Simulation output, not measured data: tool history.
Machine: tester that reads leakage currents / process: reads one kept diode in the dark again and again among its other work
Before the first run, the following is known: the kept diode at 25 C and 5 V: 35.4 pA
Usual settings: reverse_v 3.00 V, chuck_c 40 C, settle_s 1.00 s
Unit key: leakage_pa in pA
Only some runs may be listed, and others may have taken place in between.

{"run": 1, "hour": 0.0, "reverse_v": 3.0, "chuck_c": 40, "settle_s": 1.0, "leakage_pa": 122.33}
{"hour": 39.5, "done": "chuck's temperature calibrated"}
{"run": 2, "hour": 39.5, "reverse_v": 3.0, "chuck_c": 40, "settle_s": 1.0, "leakage_pa": 104.79}
{"run": 3, "hour": 71.2, "reverse_v": 3.0, "chuck_c": 40, "settle_s": 1.0, "leakage_pa": 105.15}
{"run": 4, "hour": 109.3, "reverse_v": 3.0, "chuck_c": 40, "settle_s": 1.0, "leakage_pa": 105.93}
{"run": 5, "hour": 139.1, "reverse_v": 3.0, "chuck_c": 40, "settle_s": 1.0, "leakage_pa": 105.42}
{"run": 6, "hour": 166.3, "reverse_v": 3.0, "chuck_c": 40, "settle_s": 1.0, "leakage_pa": 106.69}
{"run": 7, "hour": 203.6, "reverse_v": 16.13, "chuck_c": 40, "settle_s": 1.0, "leakage_pa": 207.0}
{"run": 8, "hour": 252.2, "reverse_v": 16.13, "chuck_c": 40, "settle_s": 1.0, "leakage_pa": 208.84}
{"run": 9, "hour": 293.2, "reverse_v": 3.0, "chuck_c": 40, "settle_s": 1.0, "leakage_pa": 107.47}
{"run": 10, "hour": 334.3, "reverse_v": 3.0, "chuck_c": 40, "settle_s": 1.0, "leakage_pa": 108.77}
{"run": 11, "hour": 378.8, "reverse_v": 3.0, "chuck_c": 40, "settle_s": 1.0, "leakage_pa": 108.86}
{"run": 12, "hour": 415.2, "reverse_v": 2.01, "chuck_c": 40, "settle_s": 1.0, "leakage_pa": 94.87}
{"run": 13, "hour": 456.9, "reverse_v": 3.0, "chuck_c": 40, "settle_s": 4.68, "leakage_pa": 109.83}
{"hour": 477.6, "done": "probe card cleaned and baked"}
{"run": 14, "hour": 506.9, "reverse_v": 3.0, "chuck_c": 40, "settle_s": 4.68, "leakage_pa": 102.84}
{"run": 15, "hour": 558.2, "reverse_v": 3.0, "chuck_c": 40, "settle_s": 4.68, "leakage_pa": 102.29}
{"run": 16, "hour": 587.4, "reverse_v": 3.0, "chuck_c": 40, "settle_s": 4.68, "leakage_pa": 103.54}
{"run": 17, "hour": 615.9, "reverse_v": 3.0, "chuck_c": 40, "settle_s": 4.68, "leakage_pa": 103.72}
{"run": 18, "hour": 644.3, "reverse_v": 3.0, "chuck_c": 40, "settle_s": 4.68, "leakage_pa": 104.25}
{"run": 19, "hour": 694.6, "reverse_v": 3.0, "chuck_c": 40, "settle_s": 4.68, "leakage_pa": 104.5}
{"run": 20, "hour": 729.0, "reverse_v": 3.0, "chuck_c": 42, "settle_s": 2.04, "leakage_pa": 122.02}
{"run": 21, "hour": 778.3, "reverse_v": 1.06, "chuck_c": 31, "settle_s": 8.46, "leakage_pa": 38.4}
{"run": 22, "hour": 800.0, "reverse_v": 1.06, "chuck_c": 31, "settle_s": 8.46, "leakage_pa": 38.72}
{"run": 23, "hour": 848.7, "reverse_v": 10.45, "chuck_c": 46, "settle_s": 6.48, "leakage_pa": 245.05}
{"run": 24, "hour": 895.9, "reverse_v": 2.54, "chuck_c": 46, "settle_s": 0.5, "leakage_pa": 157.3}
{"run": 25, "hour": 917.8, "reverse_v": 10.62, "chuck_c": 51, "settle_s": 1.45, "leakage_pa": 352.04}
{"run": 26, "hour": 939.8, "reverse_v": 3.8, "chuck_c": 51, "settle_s": 2.89, "leakage_pa": 252.59}
{"run": 27, "hour": 964.1, "reverse_v": 1.04, "chuck_c": 31, "settle_s": 0.35, "leakage_pa": 39.52}
{"run": 28, "hour": 997.2, "reverse_v": 1.99, "chuck_c": 28, "settle_s": 2.39, "leakage_pa": 39.04}
{"run": 29, "hour": 1033.7, "reverse_v": 4.36, "chuck_c": 39, "settle_s": 6.92, "leakage_pa": 115.4}
{"run": 30, "hour": 1079.7, "reverse_v": 4.36, "chuck_c": 39, "settle_s": 6.92, "leakage_pa": 115.98}
{"run": 31, "hour": 1117.0, "reverse_v": 5.5, "chuck_c": 29, "settle_s": 1.0, "leakage_pa": 62.89}
{"run": 32, "hour": 1148.8, "reverse_v": 6.49, "chuck_c": 29, "settle_s": 1.13, "leakage_pa": 67.22}
{"run": 33, "hour": 1181.2, "reverse_v": 3.0, "chuck_c": 40, "settle_s": 2.89, "leakage_pa": 111.15}
{"run": 34, "hour": 1202.6, "reverse_v": 3.2, "chuck_c": 25, "settle_s": 0.31, "leakage_pa": 40.16}
{"run": 35, "hour": 1245.8, "reverse_v": 3.36, "chuck_c": 20, "settle_s": 1.0, "leakage_pa": 28.1}
{"run": 36, "hour": 1295.2, "reverse_v": 3.71, "chuck_c": 25, "settle_s": 1.71, "leakage_pa": 41.64}

Predict each of these 3 candidate next runs independently; none follows another, all start after run 36:
{"run": "A", "hour": 1332.7, "reverse_v": 11.83, "chuck_c": 40, "settle_s": 4.27, "leakage_pa": "?"}
{"run": "B", "hour": 1332.7, "reverse_v": 5.58, "chuck_c": 40, "settle_s": 1.0, "leakage_pa": "?"}
{"run": "C", "hour": 1332.7, "reverse_v": 3.0, "chuck_c": 36, "settle_s": 1.0, "leakage_pa": "?"}

run=A leakage_pa=183.63
run=B leakage_pa=141.26
run=C leakage_pa=86.17
With the hidden condition removed and each run's random variation left untouched, the same runs would have given:
run=A leakage_pa=150.17
run=B leakage_pa=120.11
run=C leakage_pa=73.55
